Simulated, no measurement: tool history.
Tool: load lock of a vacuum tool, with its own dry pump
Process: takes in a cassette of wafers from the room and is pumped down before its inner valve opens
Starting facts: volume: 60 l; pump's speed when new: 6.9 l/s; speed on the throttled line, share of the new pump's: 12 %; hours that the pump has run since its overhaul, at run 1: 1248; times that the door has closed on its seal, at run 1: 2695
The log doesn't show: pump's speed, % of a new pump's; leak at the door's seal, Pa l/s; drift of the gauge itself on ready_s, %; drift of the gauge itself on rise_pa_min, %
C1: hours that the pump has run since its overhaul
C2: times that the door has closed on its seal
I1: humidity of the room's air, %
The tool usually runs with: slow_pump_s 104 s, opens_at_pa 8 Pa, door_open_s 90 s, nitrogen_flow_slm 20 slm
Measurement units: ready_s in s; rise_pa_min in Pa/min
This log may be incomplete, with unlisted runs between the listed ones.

Run 1, day 0.000: usual settings; C1 1248; C2 2695; I1 45.1. Result: ready_s 176.2 s, rise_pa_min 0.026 Pa/min.
Run 2, day 13.504: usual settings; C1 1572; C2 4218; I1 42.6. Result: ready_s 173.9 s, rise_pa_min 0.034 Pa/min.
Run 3, day 30.646: usual settings; C1 1983; C2 6150; I1 47.5. Result: ready_s 175.5 s, rise_pa_min 0.036 Pa/min.
Run 4, day 39.529: usual settings; C1 2196; C2 7152; I1 43.3. Result: ready_s 175.1 s, rise_pa_min 0.032 Pa/min.
Run 5, day 50.504: usual settings; C1 2460; C2 8389; I1 43.7. Result: ready_s 175.7 s, rise_pa_min 0.042 Pa/min.
Run 6, day 67.333: usual settings; C1 2864; C2 10286; I1 43.2. Result: ready_s 176.1 s, rise_pa_min 0.048 Pa/min.
Run 7, day 84.546: usual settings; C1 3277; C2 12227; I1 44.9. Result: ready_s 177.4 s, rise_pa_min 0.054 Pa/min.
Run 8, day 94.350: usual settings but slow_pump_s 64 s, opens_at_pa 9 Pa; C1 3512; C2 13332; I1 45.3. Result: ready_s 140.4 s, rise_pa_min 0.052 Pa/min.
Run 9, day 107.471: usual settings; C1 3827; C2 14812; I1 42.0. Result: ready_s 174.7 s, rise_pa_min 0.060 Pa/min.
Run 10, day 116.421: usual settings but slow_pump_s 94 s, door_open_s 54 s, nitrogen_flow_slm 6 slm; C1 4042; C2 15821; I1 43.5. Result: ready_s 168.5 s, rise_pa_min 0.057 Pa/min.
Run 11, day 133.083: usual settings but slow_pump_s 149 s, opens_at_pa 13 Pa, door_open_s 29 s, nitrogen_flow_slm 39 slm; C1 4442; C2 17699; I1 41.5. Result: ready_s 211.3 s, rise_pa_min 0.057 Pa/min.
Run 12, day 153.104: usual settings but slow_pump_s 149 s, opens_at_pa 13 Pa, door_open_s 29 s, nitrogen_flow_slm 39 slm; C1 4922; C2 19956; I1 46.9. Result: ready_s 211.1 s, rise_pa_min 0.066 Pa/min.
Run 13, day 164.521: usual settings but slow_pump_s 80 s, opens_at_pa 15 Pa, door_open_s 218 s, nitrogen_flow_slm 8 slm; C1 5196; C2 21244; I1 41.0. Result: ready_s 151.3 s, rise_pa_min 0.096 Pa/min.
Run 14, day 174.212: usual settings but slow_pump_s 80 s, opens_at_pa 15 Pa, door_open_s 218 s, nitrogen_flow_slm 37 slm; C1 5429; C2 22337; I1 43.3. Result: ready_s 149.1 s, rise_pa_min 0.089 Pa/min.

A few steps of ready_s between consecutive runs. Split each: what settings, incoming material and random variation would produce without the hidden state, and what is left over for the hidden state, along with gauge scatter present in only one of the two compared results (measured, and without hidden state):
Run 12 -> 13: slow_pump_s 149 -> 80, opens_at_pa 13 -> 15, door_open_s 29 -> 218, nitrogen_flow_slm 39 -> 8. ready_s -59.8 s: hidden state +0.7, all else -60.5.
